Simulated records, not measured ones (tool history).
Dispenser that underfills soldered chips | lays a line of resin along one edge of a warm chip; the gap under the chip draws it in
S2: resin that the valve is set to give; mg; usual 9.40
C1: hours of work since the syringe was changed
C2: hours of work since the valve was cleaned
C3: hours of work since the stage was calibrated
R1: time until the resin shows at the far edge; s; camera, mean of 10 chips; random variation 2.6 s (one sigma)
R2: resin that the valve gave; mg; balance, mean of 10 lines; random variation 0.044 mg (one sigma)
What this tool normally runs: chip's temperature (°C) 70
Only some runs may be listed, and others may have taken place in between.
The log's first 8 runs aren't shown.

-- hour=37.9 new syringe of resin
run 9 hour=40.1 | chip's_temperature_(°C)=70 S2=9.40 | C1=1 C2=8 C3=170 | R1=291.4 R2=9.34
run 10 hour=42.8 | chip's_temperature_(°C)=70 S2=9.40 | C1=3 C2=10 C3=172 | R1=341.5 R2=9.40
run 11 hour=49.1 | chip's_temperature_(°C)=70 S2=9.40 | C1=7 C2=14 C3=176 | R1=474.3 R2=9.41
-- hour=54.8 new syringe of resin
run 12 hour=55.3 | chip's_temperature_(°C)=70 S2=9.40 | C1=0 C2=18 C3=180 | R1=275.6 R2=9.35
run 13 hour=60.3 | chip's_temperature_(°C)=70 S2=9.40 | C1=4 C2=21 C3=183 | R1=358.2 R2=9.27
run 14 hour=63.4 | chip's_temperature_(°C)=70 S2=10.85 | C1=6 C2=23 C3=185 | R1=418.1 R2=10.66
run 15 hour=67.3 | chip's_temperature_(°C)=70 S2=8.35 | C1=8 C2=26 C3=188 | R1=519.6 R2=8.28
run 16 hour=71.0 | chip's_temperature_(°C)=70 S2=8.35 | C1=11 C2=28 C3=190 | R1=644.9 R2=8.18
-- hour=71.8 new syringe of resin
run 17 hour=75.1 | chip's_temperature_(°C)=83 S2=8.35 | C1=2 C2=31 C3=192 | R1=179.9 R2=8.29
run 18 hour=79.5 | chip's_temperature_(°C)=70 S2=9.40 | C1=5 C2=34 C3=195 | R1=409.7 R2=9.18
run 19 hour=85.4 | chip's_temperature_(°C)=81 S2=9.40 | C1=9 C2=37 C3=199 | R1=333.1 R2=9.24

Run 20 comes next. What will it give?
-- hour=88.7 new syringe of resin
run 20 hour=91.8 | chip's_temperature_(°C)=56 S2=11.87 | C1=2 C2=41 C3=203 | R1=? R2=?

{"run 20": {"R1": 619.2, "R2": 11.63}}
Without the tool's hidden state the same run would have given R1 513.1 s, R2 11.91 mg.

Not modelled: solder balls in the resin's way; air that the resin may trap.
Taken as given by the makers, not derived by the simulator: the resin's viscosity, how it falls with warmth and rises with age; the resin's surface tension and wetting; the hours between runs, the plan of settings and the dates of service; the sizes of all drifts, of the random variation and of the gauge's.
